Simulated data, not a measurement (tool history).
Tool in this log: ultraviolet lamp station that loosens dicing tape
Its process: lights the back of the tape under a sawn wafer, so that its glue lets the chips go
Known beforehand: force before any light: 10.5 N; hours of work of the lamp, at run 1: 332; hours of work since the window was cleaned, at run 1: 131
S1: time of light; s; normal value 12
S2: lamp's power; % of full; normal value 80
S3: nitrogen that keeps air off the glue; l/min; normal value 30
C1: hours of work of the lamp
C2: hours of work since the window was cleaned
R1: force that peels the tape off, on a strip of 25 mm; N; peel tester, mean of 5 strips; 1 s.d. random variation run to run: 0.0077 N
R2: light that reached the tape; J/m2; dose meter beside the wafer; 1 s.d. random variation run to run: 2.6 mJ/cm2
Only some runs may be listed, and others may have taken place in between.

{"run": 1, "day": 0.0, "S1": 12, "S2": 80, "S3": 30, "C1": 332, "C2": 131, "R1": 0.309, "R2": 3450}
{"run": 2, "day": 0.688, "S1": 12, "S2": 80, "S3": 30, "C1": 339, "C2": 138, "R1": 0.299, "R2": 3430}
{"run": 3, "day": 1.633, "S1": 12, "S2": 80, "S3": 30, "C1": 348, "C2": 147, "R1": 0.284, "R2": 3500}
{"run": 4, "day": 2.492, "S1": 12, "S2": 76, "S3": 30, "C1": 357, "C2": 156, "R1": 0.33, "R2": 3300}
{"run": 5, "day": 3.217, "S1": 12, "S2": 66, "S3": 30, "C1": 365, "C2": 163, "R1": 0.461, "R2": 2870}
{"run": 6, "day": 4.062, "S1": 12, "S2": 66, "S3": 30, "C1": 373, "C2": 172, "R1": 0.455, "R2": 2860}
{"run": 7, "day": 5.042, "S1": 12, "S2": 66, "S3": 30, "C1": 383, "C2": 182, "R1": 0.494, "R2": 2840}
{"run": 8, "day": 5.95, "S1": 9, "S2": 66, "S3": 30, "C1": 392, "C2": 191, "R1": 0.95, "R2": 2150}
{"run": 9, "day": 6.829, "S1": 9, "S2": 66, "S3": 30, "C1": 401, "C2": 200, "R1": 0.942, "R2": 2160}
{"run": 10, "day": 7.296, "S1": 9, "S2": 66, "S3": 30, "C1": 406, "C2": 205, "R1": 0.914, "R2": 2120}
{"run": 11, "day": 8.258, "S1": 9, "S2": 66, "S3": 30, "C1": 416, "C2": 215, "R1": 0.942, "R2": 2110}
{"run": 12, "day": 8.871, "S1": 9, "S2": 66, "S3": 30, "C1": 422, "C2": 221, "R1": 0.969, "R2": 2130}
{"run": 13, "day": 9.767, "S1": 8, "S2": 66, "S3": 30, "C1": 431, "C2": 230, "R1": 1.231, "R2": 1870}
{"run": 14, "day": 10.7, "S1": 8, "S2": 66, "S3": 30, "C1": 441, "C2": 240, "R1": 1.222, "R2": 1910}
{"run": 15, "day": 11.483, "S1": 6, "S2": 80, "S3": 30, "C1": 449, "C2": 248, "R1": 1.511, "R2": 1740}
{"run": 16, "day": 12.325, "S1": 12, "S2": 80, "S3": 35, "C1": 457, "C2": 256, "R1": 0.265, "R2": 3480}
{"run": 17, "day": 13.258, "S1": 12, "S2": 80, "S3": 35, "C1": 467, "C2": 266, "R1": 0.247, "R2": 3440}
{"run": 18, "day": 14.0, "S1": 12, "S2": 80, "S3": 35, "C1": 474, "C2": 273, "R1": 0.256, "R2": 3490}
{"run": 19, "day": 14.917, "S1": 15, "S2": 80, "S3": 30, "C1": 484, "C2": 283, "R1": 0.171, "R2": 4320}
{"run": 20, "day": 15.775, "S1": 15, "S2": 80, "S3": 30, "C1": 493, "C2": 291, "R1": 0.184, "R2": 4360}
{"run": 21, "day": 16.304, "S1": 7, "S2": 80, "S3": 30, "C1": 498, "C2": 297, "R1": 1.112, "R2": 2000}
{"run": 22, "day": 16.775, "S1": 7, "S2": 80, "S3": 30, "C1": 503, "C2": 302, "R1": 1.111, "R2": 2040}
{"run": 23, "day": 17.446, "S1": 19, "S2": 80, "S3": 30, "C1": 510, "C2": 308, "R1": 0.125, "R2": 5490}
{"run": 24, "day": 18.321, "S1": 19, "S2": 80, "S3": 30, "C1": 518, "C2": 317, "R1": 0.121, "R2": 5510}
{"run": 25, "day": 19.208, "S1": 9, "S2": 64, "S3": 15, "C1": 528, "C2": 326, "R1": 1.672, "R2": 2040}
{"run": 26, "day": 19.967, "S1": 9, "S2": 64, "S3": 15, "C1": 535, "C2": 334, "R1": 1.686, "R2": 2060}
{"run": 27, "day": 20.812, "S1": 12, "S2": 95, "S3": 30, "C1": 544, "C2": 343, "R1": 0.206, "R2": 4110}
{"run": 28, "day": 21.758, "S1": 15, "S2": 68, "S3": 30, "C1": 554, "C2": 352, "R1": 0.253, "R2": 3660}
{"run": 29, "day": 22.712, "S1": 15, "S2": 68, "S3": 30, "C1": 563, "C2": 362, "R1": 0.242, "R2": 3680}
{"run": 30, "day": 23.704, "S1": 14, "S2": 68, "S3": 30, "C1": 573, "C2": 372, "R1": 0.302, "R2": 3400}
{"run": 31, "day": 24.204, "S1": 14, "S2": 68, "S3": 30, "C1": 578, "C2": 377, "R1": 0.291, "R2": 3450}
{"day": 24.667, "done": "window cleaned of glue's vapour"}
{"run": 32, "day": 25.229, "S1": 13, "S2": 67, "S3": 17, "C1": 589, "C2": 6, "R1": 0.644, "R2": 3170}
{"run": 33, "day": 25.646, "S1": 11, "S2": 65, "S3": 15, "C1": 593, "C2": 10, "R1": 1.118, "R2": 2600}
{"run": 34, "day": 26.346, "S1": 9, "S2": 80, "S3": 17, "C1": 600, "C2": 17, "R1": 0.997, "R2": 2590}
{"run": 35, "day": 26.858, "S1": 19, "S2": 64, "S3": 30, "C1": 605, "C2": 22, "R1": 0.179, "R2": 4400}
{"run": 36, "day": 27.421, "S1": 19, "S2": 64, "S3": 30, "C1": 611, "C2": 28, "R1": 0.173, "R2": 4420}
{"run": 37, "day": 28.154, "S1": 15, "S2": 90, "S3": 23, "C1": 618, "C2": 36, "R1": 0.162, "R2": 4820}
{"run": 38, "day": 28.583, "S1": 15, "S2": 90, "S3": 23, "C1": 623, "C2": 40, "R1": 0.177, "R2": 4900}
{"run": 39, "day": 29.596, "S1": 15, "S2": 95, "S3": 23, "C1": 633, "C2": 50, "R1": 0.152, "R2": 5190}
{"run": 40, "day": 30.358, "S1": 8, "S2": 80, "S3": 30, "C1": 641, "C2": 58, "R1": 0.786, "R2": 2310}
{"run": 41, "day": 31.112, "S1": 8, "S2": 80, "S3": 30, "C1": 649, "C2": 66, "R1": 0.795, "R2": 2340}
{"run": 42, "day": 31.933, "S1": 17, "S2": 80, "S3": 43, "C1": 657, "C2": 74, "R1": 0.13, "R2": 4940}
{"run": 43, "day": 32.704, "S1": 17, "S2": 80, "S3": 43, "C1": 665, "C2": 82, "R1": 0.124, "R2": 4940}

Forecast each of these 3 alternatives for the next run:
{"run": "A", "day": 33.204, "S1": 9, "S2": 88, "S3": 43, "C1": 670, "C2": 87, "R1": "?", "R2": "?"}
{"run": "B", "day": 33.204, "S1": 18, "S2": 90, "S3": 17, "C1": 670, "C2": 87, "R1": "?", "R2": "?"}
{"run": "C", "day": 33.204, "S1": 13, "S2": 80, "S3": 30, "C1": 670, "C2": 87, "R1": "?", "R2": "?"}

run=A R1=0.360 R2=2840
run=B R1=0.146 R2=5750
run=C R1=0.249 R2=3770
Stripped of hidden state, with their random variation kept, the same runs would have yielded:
run=A R1=0.359 R2=2840
run=B R1=0.146 R2=5760
run=C R1=0.249 R2=3780

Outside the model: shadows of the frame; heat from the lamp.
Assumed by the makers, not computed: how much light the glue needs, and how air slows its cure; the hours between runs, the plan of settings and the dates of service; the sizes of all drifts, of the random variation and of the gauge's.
